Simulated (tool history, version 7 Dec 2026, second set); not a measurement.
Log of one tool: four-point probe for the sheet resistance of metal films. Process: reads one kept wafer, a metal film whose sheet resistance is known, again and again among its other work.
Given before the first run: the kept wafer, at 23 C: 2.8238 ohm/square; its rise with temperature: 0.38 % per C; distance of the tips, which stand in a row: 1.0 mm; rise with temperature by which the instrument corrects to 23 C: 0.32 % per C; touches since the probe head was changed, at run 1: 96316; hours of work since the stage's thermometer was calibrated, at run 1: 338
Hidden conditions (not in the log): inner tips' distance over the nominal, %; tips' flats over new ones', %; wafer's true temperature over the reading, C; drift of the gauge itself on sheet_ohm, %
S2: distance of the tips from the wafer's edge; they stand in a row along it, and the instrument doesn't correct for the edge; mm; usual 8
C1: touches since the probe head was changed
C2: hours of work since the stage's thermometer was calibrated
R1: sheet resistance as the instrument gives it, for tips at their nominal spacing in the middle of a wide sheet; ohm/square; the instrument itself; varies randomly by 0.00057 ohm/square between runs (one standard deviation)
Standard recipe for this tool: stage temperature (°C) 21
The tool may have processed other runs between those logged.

Run 1, hour 0: usual settings; C1 96316; C2 338. Result: R1 2.844825 ohm/square.
Run 2, hour 50.4: usual settings but stage temperature (°C) 33; C1 99052; C2 377. Result: R1 2.866145 ohm/square.
Run 3, hour 93: usual settings but stage temperature (°C) 33; C1 101369; C2 411. Result: R1 2.866095 ohm/square.
Run 4, hour 158.7: usual settings but stage temperature (°C) 33; C1 104941; C2 462. Result: R1 2.86517 ohm/square.
Run 5, hour 228.8: usual settings but S2 22 mm; C1 108750; C2 517. Result: R1 2.823384 ohm/square.
At hour 265: new probe head fitted.
Run 6, hour 296.2: usual settings but stage temperature (°C) 25, S2 22 mm; C1 1698; C2 569. Result: R1 2.831088 ohm/square.
Run 7, hour 378.2: usual settings but stage temperature (°C) 18, S2 13 mm; C1 6150; C2 633. Result: R1 2.823498 ohm/square.
Run 8, hour 416.8: usual settings but stage temperature (°C) 22, S2 13 mm; C1 8247; C2 663. Result: R1 2.830494 ohm/square.
Run 9, hour 450.3: usual settings but stage temperature (°C) 33, S2 6 mm; C1 10069; C2 690. Result: R1 2.883994 ohm/square.
Run 10, hour 492.9: usual settings but stage temperature (°C) 25, S2 12 mm; C1 12384; C2 723. Result: R1 2.838145 ohm/square.

Here are 5 independent what-if runs from the current tool condition. What would each one return?
Run A, hour 573.7: usual settings but S2 23 mm; C1 16771; C2 786. Result: R1 ?.
Run B, hour 573.7: usual settings but S2 13 mm; C1 16771; C2 786. Result: R1 ?.
Run C, hour 573.7: usual settings but stage temperature (°C) 24, S2 71 mm; C1 16771; C2 786. Result: R1 ?.
Run D, hour 573.7: usual settings but stage temperature (°C) 25, S2 11 mm; C1 16771; C2 786. Result: R1 ?.
Run E, hour 573.7: usual settings but stage temperature (°C) 19, S2 5 mm; C1 16771; C2 786. Result: R1 ?.

run        R1
  A  2.822752
  B  2.829379
  C  2.825498
  D  2.840078
  E  2.876255
Take away the tool's hidden state, keep each run's random variation, and the runs would have read:
run        R1
  A  2.822723
  B   2.82935
  C  2.825468
  D  2.840048
  E  2.876226

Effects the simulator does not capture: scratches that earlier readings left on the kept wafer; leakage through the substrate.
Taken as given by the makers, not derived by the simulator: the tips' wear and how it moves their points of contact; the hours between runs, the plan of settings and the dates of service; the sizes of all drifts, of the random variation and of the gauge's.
